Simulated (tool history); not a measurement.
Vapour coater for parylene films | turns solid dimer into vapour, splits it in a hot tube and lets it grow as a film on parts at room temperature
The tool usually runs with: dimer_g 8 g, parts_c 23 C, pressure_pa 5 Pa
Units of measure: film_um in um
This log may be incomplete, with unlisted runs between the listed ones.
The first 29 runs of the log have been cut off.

run,day,dimer_g,parts_c,pressure_pa,film_um
30,17.108,3,29,5,1.23
31,17.846,3,29,5,1.26
32,18.242,5,34,3.67,1.72
33,18.638,9,23,6.28,4.7
34,19.496,3,23,6.19,1.56
35,20.221,3,23,5,1.64
36,20.942,3,23,5,1.61
37,21.808,10,24,5,5.14
38,22.204,5,23,5,2.72
39,22.862,5,23,5,2.75
40,23.667,9,17,4.3,6.69
41,24.233,9,17,4.3,6.7
42,24.625,7,20,6.63,4.15

Expected results for the next run?
43,25.312,5,21,5.35,?

{"run 43": {"film_um": 2.96}}
With no hidden state in the tool, this same run would have given film_um 2.97 um.

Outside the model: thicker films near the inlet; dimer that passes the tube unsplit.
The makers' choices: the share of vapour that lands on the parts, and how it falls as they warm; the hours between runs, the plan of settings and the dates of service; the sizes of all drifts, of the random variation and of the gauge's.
